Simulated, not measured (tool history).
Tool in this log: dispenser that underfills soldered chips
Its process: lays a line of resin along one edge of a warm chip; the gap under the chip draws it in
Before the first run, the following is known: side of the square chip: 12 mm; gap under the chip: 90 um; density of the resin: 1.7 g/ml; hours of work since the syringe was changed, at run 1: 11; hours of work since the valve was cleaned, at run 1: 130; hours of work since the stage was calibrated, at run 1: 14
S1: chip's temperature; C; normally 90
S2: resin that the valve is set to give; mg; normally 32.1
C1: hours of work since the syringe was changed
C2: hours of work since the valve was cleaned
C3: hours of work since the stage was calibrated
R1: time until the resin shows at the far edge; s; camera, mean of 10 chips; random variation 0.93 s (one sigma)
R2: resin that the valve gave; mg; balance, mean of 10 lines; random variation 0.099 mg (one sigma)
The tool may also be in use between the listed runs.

{"run": 1, "day": 0.0, "S1": 90, "S2": 32.1, "C1": 11, "C2": 130, "C3": 14, "R1": 178.8, "R2": 30.44}
{"day": 0.054, "done": "new syringe of resin"}
{"day": 0.292, "done": "dispensing valve cleaned and set on the balance"}
{"run": 2, "day": 0.292, "S1": 90, "S2": 29.4, "C1": 3, "C2": 0, "C3": 18, "R1": 107.8, "R2": 29.37}
{"run": 3, "day": 0.512, "S1": 90, "S2": 32.1, "C1": 6, "C2": 3, "C3": 21, "R1": 129.9, "R2": 32.1}
{"run": 4, "day": 0.733, "S1": 90, "S2": 32.1, "C1": 10, "C2": 7, "C3": 25, "R1": 164.2, "R2": 32.01}
{"day": 0.862, "done": "new syringe of resin"}
{"run": 5, "day": 1.192, "S1": 90, "S2": 32.1, "C1": 5, "C2": 13, "C3": 31, "R1": 123.1, "R2": 32.08}
{"run": 6, "day": 1.579, "S1": 90, "S2": 32.1, "C1": 11, "C2": 19, "C3": 37, "R1": 181.1, "R2": 31.82}
{"day": 1.629, "done": "new syringe of resin"}
{"run": 7, "day": 1.933, "S1": 90, "S2": 40, "C1": 5, "C2": 24, "C3": 42, "R1": 115.2, "R2": 39.58}
{"run": 8, "day": 2.367, "S1": 90, "S2": 33.9, "C1": 11, "C2": 31, "C3": 49, "R1": 179.6, "R2": 33.6}
{"day": 2.4, "done": "new syringe of resin"}
{"run": 9, "day": 2.783, "S1": 90, "S2": 33.9, "C1": 6, "C2": 37, "C3": 55, "R1": 128.6, "R2": 33.52}
{"run": 10, "day": 3.104, "S1": 90, "S2": 33.9, "C1": 11, "C2": 42, "C3": 60, "R1": 176.1, "R2": 33.26}
{"day": 3.171, "done": "new syringe of resin"}
{"run": 11, "day": 3.571, "S1": 90, "S2": 33.9, "C1": 6, "C2": 48, "C3": 66, "R1": 129.5, "R2": 32.99}
{"run": 12, "day": 3.838, "S1": 90, "S2": 39.4, "C1": 10, "C2": 53, "C3": 70, "R1": 164.5, "R2": 38.53}
{"day": 3.933, "done": "new syringe of resin"}
{"run": 13, "day": 4.192, "S1": 76, "S2": 36.6, "C1": 4, "C2": 58, "C3": 76, "R1": 179.3, "R2": 35.5}
{"run": 14, "day": 4.633, "S1": 76, "S2": 36.6, "C1": 11, "C2": 64, "C3": 82, "R1": 281.6, "R2": 35.52}
{"day": 4.696, "done": "new syringe of resin"}
{"run": 15, "day": 4.867, "S1": 99, "S2": 33, "C1": 3, "C2": 68, "C3": 86, "R1": 74.9, "R2": 32.01}
{"run": 16, "day": 5.217, "S1": 99, "S2": 33, "C1": 8, "C2": 73, "C3": 91, "R1": 106.6, "R2": 31.85}
{"day": 5.475, "done": "new syringe of resin"}
{"run": 17, "day": 5.679, "S1": 79, "S2": 40, "C1": 3, "C2": 80, "C3": 98, "R1": 152.6, "R2": 38.69}
{"run": 18, "day": 6.088, "S1": 105, "S2": 28.3, "C1": 9, "C2": 86, "C3": 104, "R1": 101.1, "R2": 27.28}
{"day": 6.233, "done": "new syringe of resin"}
{"run": 19, "day": 6.35, "S1": 103, "S2": 36.9, "C1": 2, "C2": 90, "C3": 107, "R1": 62, "R2": 35.49}
{"run": 20, "day": 6.717, "S1": 76, "S2": 36.9, "C1": 7, "C2": 95, "C3": 113, "R1": 226.8, "R2": 35.42}
{"day": 7.017, "done": "new syringe of resin"}
{"run": 21, "day": 7.021, "S1": 85, "S2": 31.7, "C1": 0, "C2": 99, "C3": 117, "R1": 105.9, "R2": 30.46}
{"run": 22, "day": 7.279, "S1": 88, "S2": 28.7, "C1": 4, "C2": 103, "C3": 121, "R1": 125.1, "R2": 27.26}
{"run": 23, "day": 7.583, "S1": 92, "S2": 28.7, "C1": 9, "C2": 108, "C3": 126, "R1": 147.9, "R2": 27.19}

A few steps of R1 between consecutive runs. Split each: what settings, incoming material and random variation would produce without the hidden state, and what is left over for the hidden state, along with gauge scatter present in only one of the two compared results (measured, and without hidden state):
Hidden conditions of the tool in this case: resin's viscosity, % of fresh resin's; dose that the valve gives, % of what is set; true chip temperature over the reading, C; drift of the gauge itself on fill_s, %; drift of the gauge itself on given_mg, %.
Run 13 -> 14: nothing adjusted, nothing logged. R1 +102.3 s: hidden state +99.9, all else +2.4.
Run 14 -> 15: S1 76 -> 99, S2 36.6 -> 33, new syringe of resin. R1 -206.7 s: hidden state -127.1, all else -79.6.
Run 19 -> 20: S1 103 -> 76. R1 +164.8 s: hidden state +77.9, all else +86.9.
